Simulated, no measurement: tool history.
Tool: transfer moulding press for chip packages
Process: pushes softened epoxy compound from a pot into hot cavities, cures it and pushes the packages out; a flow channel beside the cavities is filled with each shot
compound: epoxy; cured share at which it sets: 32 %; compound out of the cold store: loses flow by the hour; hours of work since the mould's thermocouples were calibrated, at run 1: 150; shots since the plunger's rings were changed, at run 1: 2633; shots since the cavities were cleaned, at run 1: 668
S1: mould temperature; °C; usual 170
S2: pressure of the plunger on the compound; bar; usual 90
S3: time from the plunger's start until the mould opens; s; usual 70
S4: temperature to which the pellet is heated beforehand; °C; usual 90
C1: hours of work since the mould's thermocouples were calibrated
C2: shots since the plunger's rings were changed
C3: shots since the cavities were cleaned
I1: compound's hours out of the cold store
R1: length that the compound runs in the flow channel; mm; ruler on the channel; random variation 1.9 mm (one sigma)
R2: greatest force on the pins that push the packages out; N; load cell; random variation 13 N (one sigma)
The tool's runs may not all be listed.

run,day,S1,S2,S3,S4,C1,C2,C3,I1,R1,R2
1,0,170,90,70,90,150,2633,668,44.1,554,1163
# day 0.4: cavities cleaned with cleaning compound and waxed
2,1.042,168,90,70,90,167,2991,235,40.2,561,1662
3,1.817,170,90,70,90,180,3274,518,25.8,590,1493
# day 2.683: cavities cleaned with cleaning compound and waxed
4,2.95,170,90,70,90,198,3664,97,27.3,582,841
# day 3.558: plunger's sealing rings changed
5,3.908,170,90,70,90,212,127,409,41.7,580,1057
# day 5.025: cavities cleaned with cleaning compound and waxed
6,5.075,170,90,70,90,231,530,18,25.6,617,696
7,6.279,170,90,70,90,251,970,458,40.5,575,1110
8,6.933,170,94.6,70,90,262,1208,696,42,583,1182
# day 7.242: cavities cleaned with cleaning compound and waxed
# day 7.846: cavities cleaned with cleaning compound and waxed, once more
9,8.217,163,90,71,90,281,1631,134,29.1,611,1310
10,8.888,168,90,63,90,293,1877,380,31.2,595,1561
11,9.858,168,90,63,90,309,2230,733,24.6,607,1858

The same runs without the tool's hidden state, with the same run-to-run variation:
The hidden state here: true mould temperature over the reading, C; pressure that reaches the compound, % of what is set; grip of the stained cavities, % over clean ones'; drift of the gauge itself on flow_mm, %; drift of the gauge itself on push_out_n, %.
run,R1,R2
1,578,586
2,589,682
3,622,636
4,618,647
5,581,604
6,621,635
7,583,622
8,594,598
9,626,976
10,612,913
11,628,919

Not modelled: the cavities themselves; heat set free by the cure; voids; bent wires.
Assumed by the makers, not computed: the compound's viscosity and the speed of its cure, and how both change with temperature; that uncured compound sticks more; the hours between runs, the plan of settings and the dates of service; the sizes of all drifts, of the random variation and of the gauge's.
